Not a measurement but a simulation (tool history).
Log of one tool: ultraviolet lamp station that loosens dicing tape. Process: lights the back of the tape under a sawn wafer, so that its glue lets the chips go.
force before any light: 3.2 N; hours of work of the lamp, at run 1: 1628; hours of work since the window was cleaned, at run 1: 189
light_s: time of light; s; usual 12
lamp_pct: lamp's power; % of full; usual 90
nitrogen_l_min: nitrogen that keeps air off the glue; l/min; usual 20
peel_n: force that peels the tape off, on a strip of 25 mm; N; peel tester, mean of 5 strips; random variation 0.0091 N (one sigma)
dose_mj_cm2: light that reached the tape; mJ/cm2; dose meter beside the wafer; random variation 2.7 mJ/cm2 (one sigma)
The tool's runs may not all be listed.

| run | day | light_s | lamp_pct | nitrogen_l_min | hours of work of the lamp | hours of work since the window was cleaned | peel_n | dose_mj_cm2 |
|---|---|---|---|---|---|---|---|---|
| 1 | 0.000 | 12 | 90 | 20 | 1628 | 189 | 0.870 | 188 |
| 2 | 1.983 | 12 | 90 | 20 | 1665 | 227 | 0.884 | 187 |
| 3 | 4.504 | 12 | 90 | 20 | 1713 | 274 | 0.926 | 181 |
|  | 7.288 | window cleaned of glue's vapour |
| 4 | 7.288 | 12 | 90 | 20 | 1765 | 0 | 1.078 | 157 |
| 5 | 9.021 | 12 | 90 | 20 | 1798 | 33 | 1.112 | 150 |
| 6 | 11.271 | 12 | 90 | 20 | 1841 | 76 | 1.138 | 145 |
| 7 | 13.308 | 12 | 92 | 20 | 1880 | 114 | 1.204 | 147 |
|  | 14.546 | lamp changed |
|  | 15.300 | window cleaned of glue's vapour, once more |
| 8 | 15.708 | 12 | 63 | 20 | 22 | 8 | 0.634 | 247 |
| 9 | 17.400 | 12 | 63 | 20 | 54 | 40 | 0.654 | 238 |
| 10 | 18.758 | 12 | 63 | 20 | 80 | 66 | 0.660 | 235 |
| 11 | 20.067 | 12 | 63 | 20 | 104 | 91 | 0.724 | 231 |
| 12 | 22.475 | 12 | 63 | 20 | 150 | 136 | 0.728 | 224 |
| 13 | 25.442 | 11 | 90 | 20 | 206 | 192 | 0.500 | 278 |
| 14 | 28.083 | 11 | 90 | 20 | 257 | 243 | 0.567 | 268 |
| 15 | 30.754 | 12 | 90 | 33 | 307 | 293 | 0.411 | 280 |
|  | 32.742 | window cleaned of glue's vapour |
| 16 | 33.575 | 12 | 90 | 33 | 360 | 16 | 0.350 | 318 |
| 17 | 36.042 | 12 | 90 | 33 | 407 | 63 | 0.356 | 309 |
| 18 | 38.446 | 12 | 90 | 35 | 453 | 108 | 0.362 | 294 |
| 19 | 41.183 | 12 | 72 | 20 | 505 | 160 | 0.726 | 226 |
| 20 | 43.238 | 12 | 72 | 20 | 544 | 199 | 0.720 | 222 |
| 21 | 45.696 | 12 | 72 | 20 | 590 | 246 | 0.755 | 213 |
| 22 | 47.050 | 12 | 73 | 24 | 616 | 272 | 0.708 | 213 |
| 23 | 49.683 | 12 | 73 | 24 | 666 | 321 | 0.716 | 208 |
|  | 49.979 | window cleaned of glue's vapour |
| 24 | 51.200 | 12 | 73 | 13 | 694 | 23 | 0.827 | 236 |
| 25 | 52.658 | 12 | 73 | 13 | 722 | 51 | 0.847 | 231 |
| 26 | 55.617 | 12 | 73 | 13 | 778 | 107 | 0.912 | 218 |
| 27 | 57.658 | 19 | 65 | 8 | 817 | 146 | 0.799 | 299 |
| 28 | 60.446 | 12 | 62 | 33 | 870 | 199 | 0.808 | 174 |
| 29 | 63.058 | 8 | 85 | 20 | 919 | 248 | 1.076 | 152 |
| 30 | 65.254 | 10 | 61 | 15 | 961 | 290 | 1.396 | 133 |
| 31 | 67.033 | 19 | 76 | 33 | 995 | 324 | 0.351 | 306 |
|  | 67.233 | window cleaned of glue's vapour |
| 32 | 69.233 | 9 | 88 | 22 | 1036 | 38 | 0.849 | 190 |
| 33 | 70.767 | 9 | 88 | 22 | 1065 | 67 | 0.830 | 185 |
| 34 | 72.692 | 10 | 73 | 11 | 1102 | 104 | 1.275 | 168 |
| 35 | 74.096 | 11 | 79 | 17 | 1128 | 130 | 0.918 | 195 |
| 36 | 75.867 | 19 | 73 | 21 | 1162 | 164 | 0.464 | 299 |
| 37 | 78.112 | 9 | 72 | 14 | 1205 | 206 | 1.440 | 137 |
| 38 | 79.779 | 9 | 72 | 14 | 1236 | 238 | 1.411 | 134 |
| 39 | 82.092 | 9 | 72 | 14 | 1280 | 282 | 1.471 | 129 |
|  | 84.571 | window cleaned of glue's vapour |
| 40 | 84.921 | 10 | 90 | 11 | 1334 | 7 | 1.075 | 204 |
| 41 | 87.312 | 10 | 90 | 11 | 1379 | 52 | 1.124 | 196 |
| 42 | 89.142 | 6 | 96 | 15 | 1414 | 87 | 1.424 | 122 |

Measured less the same run without the tool's hidden state. The same run-to-run variation is in both; the gauge's scatter may not be:
The hidden state here: lamp's light, % of a new lamp's; light that the window lets through, % of a clean one's; drift of the gauge itself on peel_n, %; drift of the gauge itself on dose_mj_cm2, %.
| run | peel_n | dose_mj_cm2 |
|---|---|---|
| 1 | +0.486 | -163 |
| 2 | +0.513 | -168 |
| 3 | +0.557 | -176 |
| 4 | +0.702 | -195 |
| 5 | +0.734 | -201 |
| 6 | +0.760 | -209 |
| 7 | +0.820 | -219 |
| 8 | +0.011 | -3 |
| 9 | +0.032 | -9 |
| 10 | +0.046 | -13 |
| 11 | +0.066 | -17 |
| 12 | +0.092 | -24 |
| 13 | +0.095 | -43 |
| 14 | +0.129 | -53 |
| 15 | +0.108 | -70 |
| 16 | +0.046 | -36 |
| 17 | +0.063 | -47 |
| 18 | +0.074 | -56 |
| 19 | +0.179 | -53 |
| 20 | +0.197 | -59 |
| 21 | +0.232 | -67 |
| 22 | +0.236 | -72 |
| 23 | +0.266 | -82 |
| 24 | +0.185 | -52 |
| 25 | +0.204 | -56 |
| 26 | +0.255 | -67 |
| 27 | +0.261 | -102 |
| 28 | +0.295 | -70 |
| 29 | +0.368 | -69 |
| 30 | +0.444 | -67 |
| 31 | +0.141 | -168 |
| 32 | +0.277 | -67 |
| 33 | +0.287 | -72 |
| 34 | +0.378 | -72 |
| 35 | +0.347 | -89 |
| 36 | +0.194 | -149 |
| 37 | +0.489 | -74 |
| 38 | +0.499 | -79 |
| 39 | +0.543 | -83 |
| 40 | +0.383 | -93 |
| 41 | +0.424 | -100 |
| 42 | +0.464 | -66 |
